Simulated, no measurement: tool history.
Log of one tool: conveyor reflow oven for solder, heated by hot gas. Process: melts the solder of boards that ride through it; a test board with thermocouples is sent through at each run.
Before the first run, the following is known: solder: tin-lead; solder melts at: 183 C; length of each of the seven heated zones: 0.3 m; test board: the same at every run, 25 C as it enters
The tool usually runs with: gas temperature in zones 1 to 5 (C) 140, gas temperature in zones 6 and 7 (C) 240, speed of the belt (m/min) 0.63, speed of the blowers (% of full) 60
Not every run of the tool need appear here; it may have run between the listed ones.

| run | day | gas temperature in zones 1 to 5 (C) | gas temperature in zones 6 and 7 (C) | speed of the belt (m/min) | speed of the blowers (% of full) | highest temperature of the board (C) | time above the solder's melting point (s) |
|---|---|---|---|---|---|---|---|
| 1 | 0 | 140 | 240 | 0.63 | 60 | 215.7 | 42.2 |
| 2 | 1.738 | 140 | 240 | 0.63 | 60 | 215.5 | 42.3 |
| 3 | 3.675 | 140 | 240 | 0.63 | 60 | 215.9 | 42.5 |
|  | 4.892 | belt drive overhauled, speed set with a stopwatch |
| 4 | 5.696 | 140 | 240 | 0.63 | 60 | 214.8 | 40.6 |
| 5 | 7.217 | 140 | 240 | 0.63 | 60 | 213.9 | 40.5 |
| 6 | 8.804 | 140 | 240 | 0.727 | 60 | 208.3 | 30.5 |
| 7 | 9.738 | 140 | 240 | 0.63 | 60 | 213.9 | 40.3 |
| 8 | 11.596 | 140 | 240 | 0.63 | 60 | 214.2 | 40 |
| 9 | 12.933 | 140 | 240 | 0.63 | 60 | 214.1 | 40 |
| 10 | 14.067 | 140 | 240 | 0.736 | 60 | 206.8 | 29 |
| 11 | 15.35 | 140 | 240 | 0.736 | 60 | 207.1 | 29.3 |
| 12 | 16.571 | 140 | 240 | 0.736 | 60 | 206.9 | 29.3 |
| 13 | 18.254 | 140 | 240 | 0.736 | 60 | 206.8 | 28.9 |
|  | 19.2 | flux residue cleaned out of gas plates and filters |
| 14 | 19.633 | 140 | 240 | 0.63 | 60 | 212.8 | 39.7 |
| 15 | 21.371 | 132 | 235 | 0.539 | 54 | 211.6 | 43.2 |
| 16 | 23.129 | 140 | 240 | 0.63 | 74 | 217.5 | 42.3 |
| 17 | 23.954 | 140 | 240 | 0.697 | 74 | 213.1 | 35.8 |
| 18 | 24.75 | 140 | 240 | 0.605 | 80 | 219.3 | 46.4 |
| 19 | 25.896 | 140 | 231 | 0.639 | 65 | 206.4 | 33.6 |
| 20 | 27.15 | 137 | 246 | 0.586 | 61 | 220.2 | 47.3 |
| 21 | 28.375 | 133 | 232 | 0.64 | 51 | 199.9 | 26.1 |
| 22 | 30.267 | 140 | 240 | 0.691 | 67 | 210.2 | 34.1 |
|  | 30.75 | flux residue cleaned out of gas plates and filters, once more |
| 23 | 32.254 | 140 | 240 | 0.691 | 67 | 214 | 36.7 |

Forecast each of these 3 alternatives for the next run:
| A | 34.179 | 140 | 247 | 0.659 | 69 | ? | ? |
| B | 34.179 | 142 | 252 | 0.564 | 67 | ? | ? |
| C | 34.179 | 144 | 240 | 0.646 | 60 | ? | ? |

| run | highest temperature of the board (C) | time above the solder's melting point (s) |
|---|---|---|
| A | 221.2 | 43.8 |
| B | 230.9 | 57.1 |
| C | 214.7 | 41 |
What these runs would have given with no unlogged condition in the tool:
| run | highest temperature of the board (C) | time above the solder's melting point (s) |
|---|---|---|
| A | 223 | 44.2 |
| B | 232.9 | 57.4 |
| C | 216.5 | 41.6 |
